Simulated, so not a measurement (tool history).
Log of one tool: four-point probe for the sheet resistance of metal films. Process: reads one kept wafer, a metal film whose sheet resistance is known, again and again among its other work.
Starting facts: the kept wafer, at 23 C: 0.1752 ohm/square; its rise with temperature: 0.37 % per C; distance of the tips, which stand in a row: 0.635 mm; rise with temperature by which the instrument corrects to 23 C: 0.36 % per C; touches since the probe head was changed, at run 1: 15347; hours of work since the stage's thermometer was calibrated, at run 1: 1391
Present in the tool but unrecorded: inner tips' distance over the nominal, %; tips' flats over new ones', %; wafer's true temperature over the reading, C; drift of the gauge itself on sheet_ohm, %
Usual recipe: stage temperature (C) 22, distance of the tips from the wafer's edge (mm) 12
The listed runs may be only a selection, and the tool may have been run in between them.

run	hour	stage temperature (C)	distance of the tips from the wafer's edge (mm)	touches since the probe head was changed	hours of work since the stage's thermometer was calibrated	sheet resistance as the instrument gives it (ohm/square)
1	0.0	22	12	15347	1391	0.175451
2	21.8	22	12	16716	1407	0.175469
3	50.6	34	12	18520	1429	0.175648
4	83.1	30	12	20554	1453	0.175538
5	111.2	30	12	22314	1475	0.175564
6	145.6	22	12	24473	1500	0.175409
7	165.7	22	4	25734	1516	0.177550
8	186.6	23	4	27045	1531	0.177566
9	220.1	23	4	29141	1556	0.177511
10	239.7	21	12	30371	1571	0.175382
11	259.9	21	12	31641	1586	0.175467
12	274.4	21	12	32548	1597	0.175389
13	291.7	21	12	33634	1610	0.175463
14	308.0	22	12	34650	1623	0.175496
# hour 316.5: stage's thermometer calibrated
15	332.1	22	12	36130	12	0.175415
16	345.9	33	26	37000	22	0.175427
17	363.9	33	26	38129	36	0.175378
18	390.8	23	12	39815	56	0.175473
19	410.7	23	12	41056	71	0.175506
20	444.6	21	14	43184	96	0.175416

Expected results for the next run?
21	462.7	19	11	44321	110	?

{"run 21": {"sheet resistance as the instrument gives it (ohm/square)": 0.175463}}
On a tool with no hidden condition, and with the same random variation, this run would have come out at sheet resistance as the instrument gives it (ohm/square) 0.175468.
